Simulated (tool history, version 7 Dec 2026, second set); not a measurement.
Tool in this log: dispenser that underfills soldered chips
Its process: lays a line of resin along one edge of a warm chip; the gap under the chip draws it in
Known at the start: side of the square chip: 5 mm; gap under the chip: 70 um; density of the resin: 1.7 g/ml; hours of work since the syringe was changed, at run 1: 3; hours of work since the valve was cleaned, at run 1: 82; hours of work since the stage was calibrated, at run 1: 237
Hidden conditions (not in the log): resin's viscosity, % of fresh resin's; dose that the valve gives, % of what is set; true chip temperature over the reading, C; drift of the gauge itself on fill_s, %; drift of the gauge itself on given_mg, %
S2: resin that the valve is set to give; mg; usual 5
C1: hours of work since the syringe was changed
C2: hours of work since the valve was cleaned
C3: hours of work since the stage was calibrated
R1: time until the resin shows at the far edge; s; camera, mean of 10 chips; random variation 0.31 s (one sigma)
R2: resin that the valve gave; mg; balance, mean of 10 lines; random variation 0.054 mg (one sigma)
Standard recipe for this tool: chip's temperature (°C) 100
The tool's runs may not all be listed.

Run 1, day 0: usual settings; C1 3; C2 82; C3 237. Result: R1 11 s, R2 4.72 mg.
At day 0.271: new syringe of resin.
Run 2, day 0.504: usual settings; C1 4; C2 89; C3 245. Result: R1 11.8 s, R2 4.69 mg.
At day 0.729: new syringe of resin.
Run 3, day 0.838: usual settings but S2 6.22 mg; C1 2; C2 94; C3 250. Result: R1 10.5 s, R2 5.79 mg.
Run 4, day 1.096: usual settings; C1 6; C2 99; C3 254. Result: R1 14.6 s, R2 4.72 mg.
At day 1.183: new syringe of resin.
Run 5, day 1.454: usual settings; C1 4; C2 104; C3 260. Result: R1 12.6 s, R2 4.65 mg.
At day 1.629: new syringe of resin.
Run 6, day 2.008: usual settings; C1 6; C2 112; C3 268. Result: R1 15.2 s, R2 4.57 mg.
At day 2.088: new syringe of resin.
Run 7, day 2.5: usual settings; C1 7; C2 120; C3 276. Result: R1 15.3 s, R2 4.6 mg.
At day 2.55: new syringe of resin.
Run 8, day 2.9: usual settings; C1 5; C2 126; C3 282. Result: R1 14.1 s, R2 4.61 mg.
At day 3: new syringe of resin.
At day 3.154: dispensing valve cleaned and set on the balance.
Run 9, day 3.392: usual settings; C1 5; C2 4; C3 289. Result: R1 13.8 s, R2 4.99 mg.
At day 3.517: new syringe of resin.
Run 10, day 3.667: usual settings but chip's temperature (°C) 94, S2 5.83 mg; C1 2; C2 8; C3 293. Result: R1 13 s, R2 5.87 mg.

Predict the results of run 11:
At day 3.962: new syringe of resin.
Run 11, day 4.208: usual settings but chip's temperature (°C) 107, S2 4.52 mg; C1 4; C2 16; C3 301. Result: R1 ?, R2 ?.

{"run 11": {"R1": 10, "R2": 4.46}}
If the tool had no hidden condition, the same run with the same run-to-run variation would have returned R1 7.6 s, R2 4.5 mg.

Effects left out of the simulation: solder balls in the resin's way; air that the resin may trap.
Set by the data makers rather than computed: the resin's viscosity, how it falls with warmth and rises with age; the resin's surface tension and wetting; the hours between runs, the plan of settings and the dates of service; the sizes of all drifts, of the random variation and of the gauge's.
